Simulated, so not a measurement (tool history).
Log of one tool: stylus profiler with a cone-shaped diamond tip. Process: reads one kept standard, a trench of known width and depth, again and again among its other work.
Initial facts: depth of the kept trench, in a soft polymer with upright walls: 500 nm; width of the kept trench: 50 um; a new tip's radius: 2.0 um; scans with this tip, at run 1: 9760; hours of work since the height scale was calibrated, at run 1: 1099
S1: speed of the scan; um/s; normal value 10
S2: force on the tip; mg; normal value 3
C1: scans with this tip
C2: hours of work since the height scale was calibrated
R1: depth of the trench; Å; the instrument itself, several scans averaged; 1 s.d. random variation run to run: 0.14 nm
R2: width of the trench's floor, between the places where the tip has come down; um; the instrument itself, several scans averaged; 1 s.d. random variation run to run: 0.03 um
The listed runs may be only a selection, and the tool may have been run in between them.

run,hour,S1,S2,C1,C2,R1,R2
1,0,10,3,9760,1099,5059.6,46.68
2,31.2,8,3,9947,1120,5059.2,46.66
3,61.9,10,3,10130,1140,5060.7,46.62
4,102.4,10,3,10373,1168,5059.5,46.56
5,139.8,10,3,10597,1193,5057.4,46.6
6,171.3,10,3.83,10786,1214,5071.5,46.59
7,190.3,2,3,10899,1227,5057.9,46.58
8,216.6,2,3.55,11057,1245,5067.5,46.62
9,240.7,2,3.55,11201,1261,5065.9,46.58
10,271.8,2,3.55,11387,1282,5064.3,46.57
11,308.5,2,3.55,11607,1307,5068,46.56
12,348.2,9,3,11845,1333,5056.8,46.52
13,388.7,9,3,12087,1361,5055,46.54
14,430.5,9,1.4,12338,1389,5023.5,46.47
15,469.2,9,1.4,12569,1415,5021.9,46.54
16,491.7,9,7.01,12704,1430,5114.7,46.49
17,518.2,10,2.48,12862,1448,5046.1,46.46
18,552,8,3,13065,1471,5052.4,46.49
19,573.3,8,3,13193,1485,5051,46.44
# hour 577.3: height scale calibrated on a step standard
20,609.3,8,3,13405,22,5047.4,46.44
21,633.2,10,3,13548,38,5047.3,46.39
22,652.3,10,3,13662,50,5049,46.33
23,688.7,10,3,13880,75,5046.8,46.42
24,729.3,3,3.15,14123,102,5048.1,46.4
25,757.6,11,3.15,14293,122,5051.7,46.36
26,776.5,10,5.78,14406,134,5089.6,46.32
# hour 791.8: height scale calibrated on a step standard, once more
27,808.4,10,5.78,14594,11,5122.6,46.33
28,830.8,31,3.53,14728,26,5086,46.28
29,869.4,3,1.59,14959,52,5049.9,46.36
30,905,3,2.82,15172,76,5074.2,46.32
31,942.9,2,7.47,15399,102,5145.4,46.35
32,965.5,2,7.47,15534,117,5145.6,46.35
33,991.8,6,2.35,15692,135,5064.4,46.34
34,1016.6,6,2.35,15841,151,5065.8,46.31
35,1035.9,14,4.23,15956,165,5096.5,46.24
36,1076.3,11,1.53,16198,192,5047.9,46.24
37,1111.5,11,1.53,16408,215,5045.2,46.18
38,1144.7,11,1.53,16608,238,5044.8,46.18
39,1187.5,3,1.17,16864,267,5036.6,46.28
40,1209.1,4,1.84,16993,281,5052.4,46.21
41,1241.3,8,1.32,17185,303,5040,46.17
42,1276.1,8,1.32,17394,326,5037,46.15
43,1311.7,8,1.32,17607,350,5040.8,46.19
44,1341.2,8,1.32,17784,370,5037.5,46.19

Measured result minus the same run's result without the hidden state. Both carry the same run-to-run variation, though not necessarily the same gauge scatter:
The hidden state here: radius of the tip, um; height scale over the true one, %; drift of the gauge itself on depth_nm, %; drift of the gauge itself on floor_um, %.
run,R1,R2
1,-21,-0.65
2,-21.3,-0.66
3,-21.7,-0.67
4,-22.2,-0.69
5,-22.6,-0.7
6,-23.1,-0.71
7,-23.2,-0.72
8,-23.6,-0.73
9,-23.9,-0.74
10,-24.3,-0.75
11,-24.7,-0.76
12,-25.2,-0.78
13,-25.7,-0.8
14,-26,-0.81
15,-26.4,-0.83
16,-27.2,-0.83
17,-27.1,-0.85
18,-27.6,-0.86
19,-27.9,-0.87
20,-33.1,-0.88
21,-33.3,-0.89
22,-33.6,-0.9
23,-34,-0.91
24,-34.6,-0.92
25,-34.9,-0.93
26,-35.4,-0.94
27,-2.1,-0.95
28,-2.4,-0.96
29,-2.9,-0.97
30,-3.3,-0.99
31,-3.7,-0.99
32,-4.1,-1.01
33,-4.3,-1.02
34,-4.6,-1.02
35,-4.9,-1.03
36,-5.3,-1.05
37,-5.7,-1.06
38,-6.1,-1.07
39,-6.6,-1.09
40,-6.9,-1.1
41,-7.3,-1.1
42,-7.6,-1.12
43,-8.1,-1.13
44,-8.4,-1.14
